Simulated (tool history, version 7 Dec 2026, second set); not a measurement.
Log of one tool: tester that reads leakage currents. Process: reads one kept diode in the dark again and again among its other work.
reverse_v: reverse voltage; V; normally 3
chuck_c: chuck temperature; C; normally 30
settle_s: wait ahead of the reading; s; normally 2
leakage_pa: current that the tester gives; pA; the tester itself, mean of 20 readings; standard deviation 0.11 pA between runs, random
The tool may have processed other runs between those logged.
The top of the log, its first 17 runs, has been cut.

run 18 hour=421.9 | reverse_v=3 chuck_c=20 settle_s=2 | leakage_pa=16.57
run 19 hour=450.8 | reverse_v=3 chuck_c=20 settle_s=2 | leakage_pa=16.54
run 20 hour=469.5 | reverse_v=3 chuck_c=20 settle_s=2 | leakage_pa=16.8
run 21 hour=491.5 | reverse_v=3 chuck_c=20 settle_s=2 | leakage_pa=16.71
run 22 hour=506.6 | reverse_v=1.22 chuck_c=20 settle_s=0.44 | leakage_pa=10.9
run 23 hour=528.9 | reverse_v=9.95 chuck_c=42 settle_s=1.58 | leakage_pa=177.44
run 24 hour=557.9 | reverse_v=1.27 chuck_c=30 settle_s=2 | leakage_pa=25.4
-- hour=563 chuck's temperature calibrated
run 25 hour=591.6 | reverse_v=1.27 chuck_c=30 settle_s=2 | leakage_pa=26.45
run 26 hour=617 | reverse_v=16.95 chuck_c=58 settle_s=1.09 | leakage_pa=768.46
-- hour=620.5 chuck's temperature calibrated, once more
run 27 hour=644.9 | reverse_v=3.93 chuck_c=42 settle_s=0.35 | leakage_pa=100.77
run 28 hour=659 | reverse_v=18.87 chuck_c=30 settle_s=8.9 | leakage_pa=83.78
run 29 hour=688.7 | reverse_v=1.06 chuck_c=31 settle_s=2 | leakage_pa=22.19
run 30 hour=719.2 | reverse_v=3 chuck_c=57 settle_s=2 | leakage_pa=272.56
run 31 hour=749 | reverse_v=3 chuck_c=57 settle_s=2 | leakage_pa=271.89
run 32 hour=776.3 | reverse_v=3 chuck_c=57 settle_s=2 | leakage_pa=273.83
run 33 hour=794.2 | reverse_v=3 chuck_c=57 settle_s=2 | leakage_pa=272.94
run 34 hour=818.8 | reverse_v=12.02 chuck_c=57 settle_s=0.86 | leakage_pa=526.62
run 35 hour=849.4 | reverse_v=12.02 chuck_c=57 settle_s=0.86 | leakage_pa=527.51

Branching from run 35: 4 alternative next runs. What would each branch give?
run A hour=866.5 | reverse_v=8.37 chuck_c=30 settle_s=2 | leakage_pa=?
run B hour=866.5 | reverse_v=3.4 chuck_c=30 settle_s=0.39 | leakage_pa=?
run C hour=866.5 | reverse_v=3.67 chuck_c=33 settle_s=0.31 | leakage_pa=?
run D hour=866.5 | reverse_v=1.44 chuck_c=23 settle_s=2.8 | leakage_pa=?

run=A leakage_pa=56.63
run=B leakage_pa=37.17
run=C leakage_pa=49.36
run=D leakage_pa=13.36
With no hidden state in the tool, these same runs would have given:
run=A leakage_pa=51.61
run=B leakage_pa=34.73
run=C leakage_pa=46.49
run=D leakage_pa=12.38
